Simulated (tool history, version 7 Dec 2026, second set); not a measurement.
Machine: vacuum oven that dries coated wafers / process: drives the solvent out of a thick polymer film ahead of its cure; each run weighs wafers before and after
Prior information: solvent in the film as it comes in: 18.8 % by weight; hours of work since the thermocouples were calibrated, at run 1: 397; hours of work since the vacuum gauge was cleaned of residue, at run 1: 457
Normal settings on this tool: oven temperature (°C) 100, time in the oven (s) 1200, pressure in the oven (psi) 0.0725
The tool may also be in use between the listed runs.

run   hour  oven temperature (°C)  time in the oven (s)  pressure in the oven (psi)  hours of work since the thermocouples were calibrated  hours of work since the vacuum gauge was cleaned of residue  solvent left in the film (%)
  1      0                    100                  1200                      0.0725                                                    397                                                          457                          1.82
  2    8.3                    100                  1200                      0.0725                                                    401                                                          462                          1.74
  3   27.4                    100                  1200                      0.0426                                                    412                                                          473                          1.58
  4   39.3                    112                  1200                      0.0725                                                    419                                                          479                          0.44
  5   52.8                    112                  1200                      0.0725                                                    426                                                          487                          0.45
  6   66.5                    112                  1200                      0.0474                                                    434                                                          495                          0.32
  7   81.7                    112                  1200                      0.0474                                                    443                                                          503                          0.29
  8     97                    100                  1200                      0.0725                                                    451                                                          512                          1.71
  9  115.5                    100                  1080                      0.1536                                                    462                                                          522                          2.58

The next listed run, before its measurement:
 10  135.9                    100                  1080                      0.1176                                                    473                                                          534                             ?

Logged for run 10: solvent left in the film (%) 2.29.
Take away the tool's hidden state, keep the run-to-run variation as it was, and the same run would have given solvent left in the film (%) 2.28.
